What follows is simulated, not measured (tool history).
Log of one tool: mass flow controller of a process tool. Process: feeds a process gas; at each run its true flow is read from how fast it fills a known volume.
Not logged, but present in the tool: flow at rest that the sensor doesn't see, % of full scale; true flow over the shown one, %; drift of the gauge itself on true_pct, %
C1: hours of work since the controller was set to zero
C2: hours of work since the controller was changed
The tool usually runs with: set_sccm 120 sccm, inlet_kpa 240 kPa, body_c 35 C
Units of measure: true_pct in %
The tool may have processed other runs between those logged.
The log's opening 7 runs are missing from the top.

Run 8, hour 1476.1: usual settings but inlet_kpa 166 kPa; C1 3595; C2 3595. Result: true_pct 100.03 %.
Run 9, hour 1625.6: usual settings but inlet_kpa 166 kPa; C1 3676; C2 3676. Result: true_pct 100.02 %.
Run 10, hour 1799.4: usual settings; C1 3770; C2 3770. Result: true_pct 99.85 %.
Run 11, hour 1967.6: usual settings but set_sccm 53 sccm; C1 3861; C2 3861. Result: true_pct 99.74 %.
Run 12, hour 2109.2: usual settings but body_c 22 C; C1 3937; C2 3937. Result: true_pct 100.29 %.
Run 13, hour 2406.3: usual settings but body_c 22 C; C1 4098; C2 4098. Result: true_pct 100.4 %.
Run 14, hour 2676.8: usual settings but inlet_kpa 227 kPa; C1 4244; C2 4244. Result: true_pct 100.11 %.
Run 15, hour 2945.4: usual settings but body_c 21 C; C1 4389; C2 4389. Result: true_pct 100.72 %.
Run 16, hour 3075.6: usual settings but body_c 21 C; C1 4459; C2 4459. Result: true_pct 100.54 %.
Run 17, hour 3224.7: usual settings but set_sccm 43 sccm, inlet_kpa 183 kPa, body_c 27 C; C1 4539; C2 4539. Result: true_pct 100.53 %.
Run 18, hour 3523.7: usual settings but set_sccm 43 sccm, inlet_kpa 183 kPa, body_c 27 C; C1 4701; C2 4701. Result: true_pct 100.57 %.
At hour 3540.1: gauge calibrated.
Run 19, hour 3703: usual settings but set_sccm 48 sccm, inlet_kpa 183 kPa, body_c 30 C; C1 4797; C2 4797. Result: true_pct 99.52 %.
Run 20, hour 4003.7: usual settings but set_sccm 104 sccm, inlet_kpa 162 kPa; C1 4960; C2 4960. Result: true_pct 99.8 %.
Run 21, hour 4206: usual settings but inlet_kpa 154 kPa, body_c 20 C; C1 5069; C2 5069. Result: true_pct 100.49 %.
Run 22, hour 4428.3: usual settings but body_c 34 C; C1 5189; C2 5189. Result: true_pct 99.59 %.
Run 23, hour 4638.5: usual settings but set_sccm 26 sccm, inlet_kpa 271 kPa, body_c 24 C; C1 5302; C2 5302. Result: true_pct 99.65 %.
Run 24, hour 4870.2: usual settings but set_sccm 26 sccm, inlet_kpa 271 kPa, body_c 24 C; C1 5427; C2 5427. Result: true_pct 99.8 %.
Run 25, hour 5150.1: usual settings but set_sccm 26 sccm, inlet_kpa 271 kPa, body_c 24 C; C1 5579; C2 5579. Result: true_pct 99.92 %.
Run 26, hour 5437.6: usual settings but set_sccm 37 sccm, inlet_kpa 271 kPa, body_c 32 C; C1 5734; C2 5734. Result: true_pct 99.59 %.
Run 27, hour 5561: usual settings but set_sccm 55 sccm, inlet_kpa 171 kPa, body_c 33 C; C1 5800; C2 5800. Result: true_pct 99.92 %.
Run 28, hour 5819.1: usual settings but set_sccm 41 sccm, inlet_kpa 200 kPa, body_c 30 C; C1 5940; C2 5940. Result: true_pct 99.99 %.
Run 29, hour 6021.2: usual settings but set_sccm 41 sccm, inlet_kpa 200 kPa, body_c 30 C; C1 6049; C2 6049. Result: true_pct 100.27 %.
Run 30, hour 6142: usual settings but set_sccm 24 sccm, inlet_kpa 177 kPa, body_c 23 C; C1 6114; C2 6114. Result: true_pct 100.42 %.
Run 31, hour 6287.3: usual settings but set_sccm 24 sccm, inlet_kpa 177 kPa, body_c 23 C; C1 6192; C2 6192. Result: true_pct 100.47 %.
Run 32, hour 6503.7: usual settings but set_sccm 161 sccm, inlet_kpa 181 kPa, body_c 31 C; C1 6309; C2 6309. Result: true_pct 100.5 %.

Below are 5 alternative next runs, each starting from the tool's condition after run 32. Predict each:
Run A, hour 6788.3: usual settings but body_c 34 C; C1 6463; C2 6463. Result: true_pct ?.
Run B, hour 6788.3: usual settings but set_sccm 156 sccm, inlet_kpa 156 kPa, body_c 31 C; C1 6463; C2 6463. Result: true_pct ?.
Run C, hour 6788.3: usual settings but set_sccm 134 sccm, inlet_kpa 190 kPa, body_c 22 C; C1 6463; C2 6463. Result: true_pct ?.
Run D, hour 6788.3: usual settings but set_sccm 61 sccm; C1 6463; C2 6463. Result: true_pct ?.
Run E, hour 6788.3: usual settings but set_sccm 42 sccm, inlet_kpa 253 kPa, body_c 26 C; C1 6463; C2 6463. Result: true_pct ?.

run  true_pct
  A    100.26
  B     100.7
  C     100.7
  D    100.21
  E     100.3
What these runs would have given with no unlogged condition in the tool:
run  true_pct
  A     99.41
  B     99.84
  C     99.85
  D     99.37
  E     99.46
